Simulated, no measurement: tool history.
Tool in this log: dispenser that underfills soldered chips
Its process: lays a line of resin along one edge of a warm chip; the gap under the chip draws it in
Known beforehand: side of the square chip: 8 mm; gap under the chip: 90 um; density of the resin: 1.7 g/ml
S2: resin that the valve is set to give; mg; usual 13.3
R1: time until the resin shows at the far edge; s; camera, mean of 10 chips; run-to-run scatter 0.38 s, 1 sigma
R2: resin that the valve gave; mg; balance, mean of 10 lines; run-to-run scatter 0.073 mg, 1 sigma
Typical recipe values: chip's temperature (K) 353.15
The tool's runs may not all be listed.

Run 1, hour 0: usual settings. Result: R1 30.7 s, R2 11.89 mg.
At hour 1.5: new syringe of resin.
Run 2, hour 4.1: usual settings but S2 12.8 mg. Result: R1 26 s, R2 11.36 mg.
At hour 12: new syringe of resin.
Run 3, hour 12: usual settings but chip's temperature (K) 339.15. Result: R1 43.4 s, R2 11.79 mg.
Run 4, hour 18.9: usual settings but chip's temperature (K) 363.15. Result: R1 18.8 s, R2 11.71 mg.
At hour 22.3: new syringe of resin.
Run 5, hour 26.2: usual settings. Result: R1 27.8 s, R2 11.7 mg.
Run 6, hour 30.5: usual settings. Result: R1 29.2 s, R2 11.52 mg.
At hour 32.8: new syringe of resin.
Run 7, hour 35.7: usual settings. Result: R1 27 s, R2 11.59 mg.
Run 8, hour 41.6: usual settings. Result: R1 30.1 s, R2 11.5 mg.
At hour 43.6: new syringe of resin.
At hour 49.1: dispensing valve cleaned and set on the balance.
Run 9, hour 49.9: usual settings but chip's temperature (K) 340.15. Result: R1 45.7 s, R2 13.18 mg.
Run 10, hour 54.4: usual settings but chip's temperature (K) 361.15. Result: R1 22 s, R2 13.28 mg.
At hour 55.3: new syringe of resin.
Run 11, hour 59.2: usual settings but chip's temperature (K) 361.15. Result: R1 18.6 s, R2 13.28 mg.
Run 12, hour 65.1: usual settings but S2 12.1 mg. Result: R1 30.1 s, R2 12.05 mg.
At hour 65.9: new syringe of resin.
Run 13, hour 69.1: usual settings but chip's temperature (K) 367.15. Result: R1 14.9 s, R2 13.24 mg.
Run 14, hour 73.4: usual settings but chip's temperature (K) 367.15. Result: R1 16.4 s, R2 13.1 mg.
At hour 76.4: new syringe of resin.
Run 15, hour 81.4: usual settings but chip's temperature (K) 346.15. Result: R1 35.3 s, R2 13.03 mg.
At hour 86.8: new syringe of resin.
Run 16, hour 87.1: usual settings but chip's temperature (K) 346.15. Result: R1 32.1 s, R2 12.89 mg.
Run 17, hour 93.6: usual settings. Result: R1 28.1 s, R2 12.99 mg.
At hour 97.2: new syringe of resin.
Run 18, hour 101.3: usual settings but chip's temperature (K) 338.15, S2 17.1 mg. Result: R1 47.8 s, R2 16.59 mg.
At hour 107.5: new syringe of resin.
Run 19, hour 109.4: usual settings but S2 14 mg. Result: R1 25 s, R2 13.57 mg.
Run 20, hour 116.1: usual settings but S2 14 mg. Result: R1 29.3 s, R2 13.3 mg.
At hour 118: new syringe of resin.
Run 21, hour 123.6: usual settings but chip's temperature (K) 351.15, S2 12.1 mg. Result: R1 32.2 s, R2 11.73 mg.
At hour 128.4: new syringe of resin.
Run 22, hour 129.3: usual settings but chip's temperature (K) 351.15, S2 12.1 mg. Result: R1 28.1 s, R2 11.38 mg.
Run 23, hour 135.7: usual settings but chip's temperature (K) 350.15. Result: R1 32 s, R2 12.6 mg.
At hour 138.9: new syringe of resin.
Run 24, hour 142.9: usual settings but chip's temperature (K) 350.15. Result: R1 30.8 s, R2 12.55 mg.
Run 25, hour 147.6: usual settings but chip's temperature (K) 352.15, S2 14.5 mg. Result: R1 30.5 s, R2 13.82 mg.
At hour 149.2: new syringe of resin.
Run 26, hour 152.1: usual settings but chip's temperature (K) 346.15, S2 12.2 mg. Result: R1 36.7 s, R2 11.5 mg.
Run 27, hour 156.2: usual settings but chip's temperature (K) 350.15, S2 16.3 mg. Result: R1 31.8 s, R2 15.47 mg.
At hour 159.8: new syringe of resin.
Run 28, hour 163.3: usual settings but chip's temperature (K) 350.15, S2 16.3 mg. Result: R1 28.6 s, R2 15.32 mg.
Run 29, hour 167.3: usual settings but chip's temperature (K) 345.15, S2 12.4 mg. Result: R1 41.5 s, R2 11.47 mg.
At hour 170.6: new syringe of resin.
Run 30, hour 174.6: usual settings but chip's temperature (K) 345.15, S2 12.4 mg. Result: R1 38.7 s, R2 11.43 mg.
Run 31, hour 180.4: usual settings but chip's temperature (K) 354.15, S2 13.7 mg. Result: R1 29.9 s, R2 12.72 mg.
At hour 181.2: new syringe of resin.
Run 32, hour 187.6: usual settings but chip's temperature (K) 354.15, S2 13.7 mg. Result: R1 27.5 s, R2 12.6 mg.
At hour 191.8: new syringe of resin.
Run 33, hour 194: usual settings but chip's temperature (K) 354.15, S2 13.7 mg. Result: R1 25.5 s, R2 12.58 mg.
Run 34, hour 200.9: usual settings but chip's temperature (K) 354.15, S2 13.7 mg. Result: R1 29.5 s, R2 12.5 mg.

Results for each run, recomputed without the tool's hidden state and with each run's random variation untouched:
Hidden state present: resin's viscosity, % of fresh resin's; dose that the valve gives, % of what is set; true chip temperature over the reading, C; drift of the gauge itself on fill_s, %; drift of the gauge itself on given_mg, %.
run    R1     R2
  1  23.8  13.35
  2  22.9   12.8
  3  41.6  13.34
  4  15.5  13.31
  5  23.9  13.36
  6  22.8   13.2
  7  23.2  13.32
  8  22.8  13.27
  9  39.5  13.19
 10  17.4  13.32
 11  16.8  13.36
 12  23.9  12.16
 13  13.4  13.39
 14  13.5  13.28
 15  30.5  13.27
 16  30.8  13.18
 17  23.4  13.33
 18    42  17.09
 19  22.8  14.04
 20  23.3  13.82
 21  26.4  12.24
 22  26.2  11.91
 23    26  13.25
 24  26.2  13.24
 25  23.6  14.63
 26  31.8  12.21
 27  25.6  16.45
 28    25  16.37
 29  32.8  12.29
 30  32.5   12.3
 31  22.5  13.73
 32  22.3  13.66
 33  22.4  13.69
 34  22.2  13.67
